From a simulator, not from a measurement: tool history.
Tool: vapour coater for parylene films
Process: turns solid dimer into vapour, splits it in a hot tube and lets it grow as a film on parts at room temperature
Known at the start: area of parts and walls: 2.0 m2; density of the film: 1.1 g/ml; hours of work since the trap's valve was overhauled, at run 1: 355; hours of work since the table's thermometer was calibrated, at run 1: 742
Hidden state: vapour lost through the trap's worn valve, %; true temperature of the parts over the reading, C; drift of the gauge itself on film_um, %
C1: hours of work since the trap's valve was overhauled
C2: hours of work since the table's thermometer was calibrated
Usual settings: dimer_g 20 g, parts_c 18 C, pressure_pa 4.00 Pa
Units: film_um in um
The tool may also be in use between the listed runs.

Run 1, hour 0.0: usual settings; C1 355; C2 742. Result: film_um 5.86 um.
Run 2, hour 26.5: usual settings but dimer_g 18 g; C1 375; C2 762. Result: film_um 5.27 um.
Run 3, hour 63.0: usual settings but dimer_g 18 g; C1 403; C2 790. Result: film_um 5.32 um.
Run 4, hour 87.4: usual settings but dimer_g 18 g; C1 421; C2 808. Result: film_um 5.24 um.
Run 5, hour 125.2: usual settings but parts_c 14 C; C1 450; C2 836. Result: film_um 6.43 um.
Run 6, hour 174.2: usual settings but parts_c 14 C; C1 487; C2 874. Result: film_um 6.43 um.
Run 7, hour 215.8: usual settings; C1 518; C2 905. Result: film_um 5.56 um.
At hour 251.7: trap's valve overhauled.
Run 8, hour 269.0: usual settings but parts_c 12 C; C1 13; C2 942. Result: film_um 7.76 um.
Run 9, hour 308.1: usual settings but dimer_g 23 g; C1 43; C2 972. Result: film_um 7.49 um.
Run 10, hour 342.7: usual settings but dimer_g 23 g; C1 69; C2 998. Result: film_um 7.56 um.
Run 11, hour 382.9: usual settings but dimer_g 21 g; C1 99; C2 1028. Result: film_um 6.74 um.
Run 12, hour 429.1: usual settings but parts_c 15 C; C1 134; C2 1063. Result: film_um 6.96 um.
Run 13, hour 455.2: usual settings but dimer_g 9 g; C1 154; C2 1083. Result: film_um 2.87 um.
Run 14, hour 494.5: usual settings but dimer_g 28 g; C1 183; C2 1112. Result: film_um 8.88 um.
Run 15, hour 537.1: usual settings but dimer_g 28 g; C1 216; C2 1145. Result: film_um 8.84 um.
Run 16, hour 565.7: usual settings but parts_c 13 C; C1 237; C2 1166. Result: film_um 7.26 um.
Run 17, hour 609.3: usual settings but parts_c 13 C; C1 270; C2 1199. Result: film_um 7.19 um.
Run 18, hour 639.8: usual settings but parts_c 13 C; C1 293; C2 1222. Result: film_um 7.10 um.
Run 19, hour 689.0: usual settings but pressure_pa 11.80 Pa; C1 330; C2 1259. Result: film_um 4.66 um.
Run 20, hour 713.8: usual settings but pressure_pa 11.80 Pa; C1 349; C2 1278. Result: film_um 4.61 um.
Run 21, hour 737.1: usual settings but pressure_pa 11.80 Pa; C1 366; C2 1295. Result: film_um 4.59 um.
Run 22, hour 768.1: usual settings but dimer_g 31 g; C1 390; C2 1319. Result: film_um 9.22 um.
Run 23, hour 809.7: usual settings; C1 421; C2 1350. Result: film_um 5.92 um.
Run 24, hour 851.3: usual settings; C1 453; C2 1382. Result: film_um 5.95 um.
Run 25, hour 895.4: usual settings; C1 486; C2 1415. Result: film_um 5.75 um.
Run 26, hour 925.5: usual settings but dimer_g 35 g, parts_c 22 C, pressure_pa 2.43 Pa; C1 509; C2 1438. Result: film_um 10.10 um.
Run 27, hour 961.5: usual settings but dimer_g 25 g, pressure_pa 8.49 Pa; C1 536; C2 1465. Result: film_um 5.88 um.
At hour 971.7: trap's valve overhauled.
Run 28, hour 1003.4: usual settings but dimer_g 25 g, pressure_pa 8.49 Pa; C1 24; C2 1494. Result: film_um 6.89 um.
Run 29, hour 1025.8: usual settings but dimer_g 17 g, parts_c 14 C, pressure_pa 10.35 Pa; C1 41; C2 1510. Result: film_um 4.92 um.
Run 30, hour 1061.1: usual settings but dimer_g 17 g, parts_c 14 C, pressure_pa 10.35 Pa; C1 68; C2 1537. Result: film_um 4.96 um.
Run 31, hour 1108.1: usual settings but dimer_g 36 g, parts_c 13 C, pressure_pa 2.04 Pa; C1 103; C2 1573. Result: film_um 15.45 um.
Run 32, hour 1141.8: usual settings but dimer_g 19 g, parts_c 23 C, pressure_pa 2.99 Pa; C1 128; C2 1598. Result: film_um 5.62 um.
Run 33, hour 1189.7: usual settings but dimer_g 19 g, parts_c 23 C, pressure_pa 2.99 Pa; C1 165; C2 1634. Result: film_um 5.63 um.
Run 34, hour 1230.8: usual settings but dimer_g 32 g, parts_c 10 C, pressure_pa 2.99 Pa; C1 196; C2 1665. Result: film_um 13.43 um.
Run 35, hour 1270.0: usual settings but dimer_g 32 g, parts_c 10 C, pressure_pa 2.99 Pa; C1 225; C2 1695. Result: film_um 13.61 um.
Run 36, hour 1310.6: usual settings but dimer_g 10 g, parts_c 11 C, pressure_pa 2.52 Pa; C1 256; C2 1725. Result: film_um 4.12 um.
Run 37, hour 1355.6: usual settings but dimer_g 33 g, parts_c 14 C, pressure_pa 2.53 Pa; C1 290; C2 1759. Result: film_um 13.00 um.
Run 38, hour 1400.4: usual settings but dimer_g 33 g, parts_c 14 C, pressure_pa 2.53 Pa; C1 324; C2 1793. Result: film_um 12.76 um.
Run 39, hour 1422.0: usual settings but dimer_g 33 g, parts_c 11 C, pressure_pa 3.86 Pa; C1 340; C2 1810. Result: film_um 12.43 um.
Run 40, hour 1467.3: usual settings but dimer_g 33 g, parts_c 11 C, pressure_pa 8.27 Pa; C1 374; C2 1844. Result: film_um 10.29 um.
Run 41, hour 1511.8: usual settings but dimer_g 19 g, pressure_pa 10.86 Pa; C1 408; C2 1877. Result: film_um 4.39 um.
Run 42, hour 1534.1: usual settings but dimer_g 10 g, pressure_pa 10.86 Pa; C1 425; C2 1894. Result: film_um 2.30 um.
Run 43, hour 1566.5: usual settings but dimer_g 15 g, parts_c 20 C, pressure_pa 2.18 Pa; C1 449; C2 1919. Result: film_um 4.81 um.

The next listed run, before its measurement:
Run 44, hour 1607.6: usual settings but dimer_g 15 g, parts_c 20 C, pressure_pa 2.18 Pa; C1 480; C2 1950. Result: film_um ?.

film_um: 4.80 um
Without the tool's hidden state the same run would have given film_um 5.36 um.
